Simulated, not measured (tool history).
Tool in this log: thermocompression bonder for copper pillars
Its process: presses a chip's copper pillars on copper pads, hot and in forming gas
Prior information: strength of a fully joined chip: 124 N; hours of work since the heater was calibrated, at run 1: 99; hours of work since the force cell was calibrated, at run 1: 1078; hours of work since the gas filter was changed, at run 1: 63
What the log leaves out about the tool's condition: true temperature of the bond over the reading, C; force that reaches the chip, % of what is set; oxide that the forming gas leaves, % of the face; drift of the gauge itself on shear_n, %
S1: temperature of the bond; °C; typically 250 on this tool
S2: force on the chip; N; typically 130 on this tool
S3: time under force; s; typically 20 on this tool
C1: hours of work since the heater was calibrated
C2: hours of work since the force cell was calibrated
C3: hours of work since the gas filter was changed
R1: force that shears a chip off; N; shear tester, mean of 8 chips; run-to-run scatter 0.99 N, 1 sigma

run,hour,S1,S2,S3,C1,C2,C3,R1
1,0.0,250,130,20,99,1078,63,89.3
2,37.5,250,130,20,118,1097,82,88.5
3,101.1,250,130,20,150,1129,114,89.5
4,143.8,250,130,20,171,1150,135,88.5
5,186.0,247,130,20,192,1171,157,85.3
6,254.9,247,130,20,227,1206,191,85.4
# hour 266.4: forming gas filter changed
7,297.9,250,130,20,248,1227,16,88.8
8,344.4,250,130,20,271,1251,39,88.8
9,411.2,250,130,20,305,1284,73,89.8
10,490.9,250,93,20,345,1324,113,79.4
11,536.7,250,130,20,368,1347,136,86.3
12,572.9,250,130,20,386,1365,154,88.1
13,645.7,250,130,20,422,1402,190,86.7
# hour 658.2: forming gas filter changed
14,712.3,250,111,20,456,1435,27,83.3
15,789.4,250,111,20,494,1473,66,82.4
16,850.8,250,111,20,525,1504,97,82.6
17,901.5,250,111,20,550,1530,122,81.9
18,969.5,250,130,20,584,1564,156,86.1
19,1028.3,250,130,20,614,1593,186,84.8
# hour 1052.2: forming gas filter changed
20,1089.6,250,130,20,644,1624,19,86.1
21,1123.9,220,109,20,662,1641,36,48.9
22,1178.9,220,109,20,689,1669,64,48.5
23,1258.1,273,114,13,729,1708,103,95.6
24,1322.2,275,114,24,761,1740,135,104.9
25,1365.9,275,114,24,783,1762,157,106.9
# hour 1442.3: forming gas filter changed
26,1448.0,275,114,24,824,1803,3,108.7
# hour 1454.5: force cell calibrated
27,1509.2,270,166,20,854,27,33,107.5
28,1585.7,246,105,49,892,66,71,93.1
29,1623.6,248,154,37,911,85,90,98.1
30,1703.0,278,157,20,951,125,130,112.2
31,1738.2,238,103,17,969,142,148,60.0
32,1782.9,238,103,17,991,165,170,60.0
# hour 1836.2: forming gas filter changed
33,1857.4,241,181,35,1028,202,11,95.9
# hour 1864.9: force cell calibrated, once more
34,1916.0,241,181,35,1057,26,39,98.9
35,1952.8,241,181,35,1075,44,58,97.7
36,1999.8,250,124,37,1099,68,81,100.3
37,2081.5,239,95,51,1140,109,122,86.2
38,2140.4,254,112,20,1169,138,152,85.4
39,2198.7,251,130,25,1199,167,181,90.4

Forecast each of these 3 alternatives for the next run:
# hour 2230.3: forming gas filter changed
A,2240.3,244,81,25,1219,188,5,?
# hour 2230.3: forming gas filter changed
B,2240.3,251,182,39,1219,188,5,?
# hour 2230.3: forming gas filter changed
C,2240.3,268,130,16,1219,188,5,?

run,R1
A,70.1
B,109.9
C,99.1
Without the tool's hidden state the same runs would have given:
run,R1
A,76.3
B,114.0
C,104.0

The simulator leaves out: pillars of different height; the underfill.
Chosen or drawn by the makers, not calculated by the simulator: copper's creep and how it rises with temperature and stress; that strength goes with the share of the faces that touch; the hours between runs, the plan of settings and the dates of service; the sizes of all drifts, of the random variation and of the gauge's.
